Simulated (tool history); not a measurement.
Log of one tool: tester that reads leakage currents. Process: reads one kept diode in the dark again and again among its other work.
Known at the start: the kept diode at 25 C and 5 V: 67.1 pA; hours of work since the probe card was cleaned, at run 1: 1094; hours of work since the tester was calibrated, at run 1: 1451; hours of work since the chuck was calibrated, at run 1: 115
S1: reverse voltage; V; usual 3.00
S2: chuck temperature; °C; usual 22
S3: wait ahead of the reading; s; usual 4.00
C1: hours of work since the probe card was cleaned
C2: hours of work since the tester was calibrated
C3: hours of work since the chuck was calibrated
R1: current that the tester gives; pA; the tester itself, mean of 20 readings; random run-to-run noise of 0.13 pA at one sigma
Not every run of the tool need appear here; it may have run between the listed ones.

run,hour,S1,S2,S3,C1,C2,C3,R1
1,0.0,3.00,22,4.00,1094,1451,115,43.92
2,81.0,3.00,22,4.00,1146,1503,168,44.48
3,129.5,3.00,22,4.00,1178,1535,199,44.87
4,178.7,3.00,22,4.00,1209,1566,231,44.90
5,275.8,3.00,22,4.00,1272,1629,293,45.50
6,335.9,2.63,22,0.69,1311,1668,332,43.99
7,429.4,3.67,56,7.83,1371,1728,392,982.00
8,510.6,1.66,22,4.00,1423,1781,445,36.36
9,617.0,1.66,30,1.90,1492,1849,513,78.34
10,725.9,1.66,30,1.90,1562,1920,584,78.85

Each row is a separate what-if for the run after 10, all from the same tool condition, not one after another. Results?
A,839.3,4.27,26,1.90,1636,1993,657,?
B,839.3,6.19,22,0.45,1636,1993,657,?
C,839.3,1.65,27,0.94,1636,1993,657,?
D,839.3,2.01,58,0.33,1636,1993,657,?

run,R1
A,82.09
B,68.10
C,60.49
D,937.00
Stripped of hidden state, with their random variation kept, the same runs would have yielded:
run,R1
A,70.04
B,56.46
C,52.60
D,845.80
